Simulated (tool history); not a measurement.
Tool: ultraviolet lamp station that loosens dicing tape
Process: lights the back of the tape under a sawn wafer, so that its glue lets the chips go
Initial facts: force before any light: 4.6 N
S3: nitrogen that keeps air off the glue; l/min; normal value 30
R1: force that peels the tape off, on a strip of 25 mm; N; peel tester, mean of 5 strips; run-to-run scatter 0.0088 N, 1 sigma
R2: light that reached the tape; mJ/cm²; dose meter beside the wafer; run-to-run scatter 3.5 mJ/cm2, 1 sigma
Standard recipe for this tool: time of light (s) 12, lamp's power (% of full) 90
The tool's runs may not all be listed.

{"run": 1, "hour": 0.0, "time of light (s)": 12, "lamp's power (% of full)": 90, "S3": 30, "R1": 0.736, "R2": 396}
{"run": 2, "hour": 32.9, "time of light (s)": 12, "lamp's power (% of full)": 90, "S3": 30, "R1": 0.753, "R2": 386}
{"run": 3, "hour": 74.3, "time of light (s)": 12, "lamp's power (% of full)": 90, "S3": 30, "R1": 0.784, "R2": 393}
{"run": 4, "hour": 102.0, "time of light (s)": 10, "lamp's power (% of full)": 90, "S3": 30, "R1": 1.015, "R2": 324}
{"run": 5, "hour": 139.9, "time of light (s)": 17, "lamp's power (% of full)": 90, "S3": 30, "R1": 0.419, "R2": 539}
{"run": 6, "hour": 187.9, "time of light (s)": 17, "lamp's power (% of full)": 60, "S3": 30, "R1": 0.9, "R2": 353}
{"run": 7, "hour": 231.0, "time of light (s)": 17, "lamp's power (% of full)": 60, "S3": 30, "R1": 0.924, "R2": 355}
{"run": 8, "hour": 274.5, "time of light (s)": 17, "lamp's power (% of full)": 60, "S3": 54, "R1": 0.792, "R2": 342}
{"run": 9, "hour": 302.5, "time of light (s)": 17, "lamp's power (% of full)": 60, "S3": 54, "R1": 0.792, "R2": 342}
{"run": 10, "hour": 330.2, "time of light (s)": 17, "lamp's power (% of full)": 60, "S3": 54, "R1": 0.786, "R2": 337}
{"run": 11, "hour": 361.7, "time of light (s)": 17, "lamp's power (% of full)": 60, "S3": 54, "R1": 0.822, "R2": 342}
{"run": 12, "hour": 407.4, "time of light (s)": 17, "lamp's power (% of full)": 60, "S3": 54, "R1": 0.832, "R2": 328}
{"run": 13, "hour": 447.0, "time of light (s)": 16, "lamp's power (% of full)": 90, "S3": 30, "R1": 0.583, "R2": 460}
{"run": 14, "hour": 483.7, "time of light (s)": 8, "lamp's power (% of full)": 86, "S3": 30, "R1": 1.617, "R2": 216}
{"run": 15, "hour": 532.7, "time of light (s)": 12, "lamp's power (% of full)": 71, "S3": 30, "R1": 1.358, "R2": 264}
{"run": 16, "hour": 578.4, "time of light (s)": 15, "lamp's power (% of full)": 70, "S3": 14, "R1": 1.355, "R2": 321}
{"hour": 582.8, "done": "window cleaned of glue's vapour"}
{"run": 17, "hour": 619.1, "time of light (s)": 12, "lamp's power (% of full)": 90, "S3": 19, "R1": 1.29, "R2": 312}
{"run": 18, "hour": 645.1, "time of light (s)": 12, "lamp's power (% of full)": 65, "S3": 11, "R1": 2.074, "R2": 220}
{"hour": 687.5, "done": "window cleaned of glue's vapour, once more"}
{"run": 19, "hour": 687.5, "time of light (s)": 18, "lamp's power (% of full)": 62, "S3": 41, "R1": 0.862, "R2": 351}
{"run": 20, "hour": 734.8, "time of light (s)": 14, "lamp's power (% of full)": 95, "S3": 30, "R1": 0.708, "R2": 413}
{"run": 21, "hour": 773.6, "time of light (s)": 6, "lamp's power (% of full)": 90, "S3": 23, "R1": 2.251, "R2": 164}
{"run": 22, "hour": 798.0, "time of light (s)": 8, "lamp's power (% of full)": 69, "S3": 16, "R1": 2.452, "R2": 163}
{"run": 23, "hour": 833.4, "time of light (s)": 11, "lamp's power (% of full)": 67, "S3": 30, "R1": 1.708, "R2": 219}
{"run": 24, "hour": 864.0, "time of light (s)": 11, "lamp's power (% of full)": 67, "S3": 30, "R1": 1.71, "R2": 216}
{"run": 25, "hour": 894.4, "time of light (s)": 12, "lamp's power (% of full)": 74, "S3": 47, "R1": 1.231, "R2": 259}
{"run": 26, "hour": 938.8, "time of light (s)": 12, "lamp's power (% of full)": 74, "S3": 47, "R1": 1.269, "R2": 257}

Below are 5 alternative next runs, each starting from the tool's condition after run 26. Predict each:
{"run": "A", "hour": 971.3, "time of light (s)": 6, "lamp's power (% of full)": 71, "S3": 15, "R1": "?", "R2": "?"}
{"run": "B", "hour": 971.3, "time of light (s)": 15, "lamp's power (% of full)": 95, "S3": 30, "R1": "?", "R2": "?"}
{"run": "C", "hour": 971.3, "time of light (s)": 9, "lamp's power (% of full)": 63, "S3": 9, "R1": "?", "R2": "?"}
{"run": "D", "hour": 971.3, "time of light (s)": 8, "lamp's power (% of full)": 90, "S3": 30, "R1": "?", "R2": "?"}
{"run": "E", "hour": 971.3, "time of light (s)": 12, "lamp's power (% of full)": 89, "S3": 47, "R1": "?", "R2": "?"}

run=A R1=2.818 R2=116
run=B R1=0.713 R2=407
run=C R1=2.587 R2=161
run=D R1=1.722 R2=202
run=E R1=0.956 R2=306
Stripped of hidden state, with their random variation kept, the same runs would have yielded:
run=A R1=1.865 R2=221
run=B R1=0.191 R2=761
run=C R1=1.611 R2=300
run=D R1=0.769 R2=379
run=E R1=0.298 R2=571

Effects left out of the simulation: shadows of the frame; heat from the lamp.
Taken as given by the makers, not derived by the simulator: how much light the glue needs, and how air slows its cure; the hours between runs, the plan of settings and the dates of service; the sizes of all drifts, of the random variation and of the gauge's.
